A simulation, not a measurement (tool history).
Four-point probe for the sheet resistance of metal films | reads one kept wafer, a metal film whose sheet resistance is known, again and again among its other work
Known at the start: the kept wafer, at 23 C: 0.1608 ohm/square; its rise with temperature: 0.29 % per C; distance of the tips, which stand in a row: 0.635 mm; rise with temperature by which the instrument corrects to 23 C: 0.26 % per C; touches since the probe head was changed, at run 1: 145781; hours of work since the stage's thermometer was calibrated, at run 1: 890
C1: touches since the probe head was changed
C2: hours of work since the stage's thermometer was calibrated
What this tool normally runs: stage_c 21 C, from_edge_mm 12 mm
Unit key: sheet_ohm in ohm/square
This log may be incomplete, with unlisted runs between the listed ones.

run 1 hour=0.0 | stage_c=21 from_edge_mm=12 | C1=145781 C2=890 | sheet_ohm=0.160958
run 2 hour=60.8 | stage_c=21 from_edge_mm=56 | C1=149596 C2=935 | sheet_ohm=0.160699
run 3 hour=119.5 | stage_c=21 from_edge_mm=12 | C1=153276 C2=979 | sheet_ohm=0.160990
run 4 hour=202.5 | stage_c=21 from_edge_mm=12 | C1=158479 C2=1041 | sheet_ohm=0.160983
run 5 hour=263.9 | stage_c=21 from_edge_mm=12 | C1=162326 C2=1087 | sheet_ohm=0.160999
run 6 hour=310.3 | stage_c=21 from_edge_mm=25 | C1=165237 C2=1121 | sheet_ohm=0.160776
run 7 hour=374.4 | stage_c=21 from_edge_mm=25 | C1=169258 C2=1169 | sheet_ohm=0.160809
run 8 hour=422.9 | stage_c=21 from_edge_mm=25 | C1=172303 C2=1205 | sheet_ohm=0.160754
run 9 hour=491.8 | stage_c=35 from_edge_mm=12 | C1=176623 C2=1257 | sheet_ohm=0.161538
run 10 hour=533.1 | stage_c=20 from_edge_mm=39 | C1=179213 C2=1287 | sheet_ohm=0.160675
-- hour=576.8 new probe head fitted
run 11 hour=588.5 | stage_c=32 from_edge_mm=4 | C1=734 C2=1328 | sheet_ohm=0.163289
run 12 hour=671.6 | stage_c=21 from_edge_mm=58 | C1=5945 C2=1390 | sheet_ohm=0.160739
run 13 hour=724.6 | stage_c=34 from_edge_mm=36 | C1=9270 C2=1429 | sheet_ohm=0.161244
run 14 hour=791.7 | stage_c=34 from_edge_mm=36 | C1=13477 C2=1479 | sheet_ohm=0.161193
run 15 hour=877.6 | stage_c=18 from_edge_mm=11 | C1=18864 C2=1543 | sheet_ohm=0.160856
run 16 hour=935.6 | stage_c=18 from_edge_mm=10 | C1=22501 C2=1587 | sheet_ohm=0.160932
run 17 hour=989.2 | stage_c=27 from_edge_mm=4 | C1=25863 C2=1627 | sheet_ohm=0.163097

Here are 5 independent what-if runs from the current tool condition. What would each one return?
run A hour=1035.0 | stage_c=21 from_edge_mm=28 | C1=28733 C2=1661 | sheet_ohm=?
run B hour=1035.0 | stage_c=28 from_edge_mm=33 | C1=28733 C2=1661 | sheet_ohm=?
run C hour=1035.0 | stage_c=18 from_edge_mm=9 | C1=28733 C2=1661 | sheet_ohm=?
run D hour=1035.0 | stage_c=31 from_edge_mm=19 | C1=28733 C2=1661 | sheet_ohm=?
run E hour=1035.0 | stage_c=21 from_edge_mm=10 | C1=28733 C2=1661 | sheet_ohm=?

run=A sheet_ohm=0.160804
run=B sheet_ohm=0.161071
run=C sheet_ohm=0.160970
run=D sheet_ohm=0.161221
run=E sheet_ohm=0.161062
Had the tool no hidden state, the same runs would have come out as:
run=A sheet_ohm=0.160807
run=B sheet_ohm=0.161074
run=C sheet_ohm=0.160973
run=D sheet_ohm=0.161224
run=E sheet_ohm=0.161065
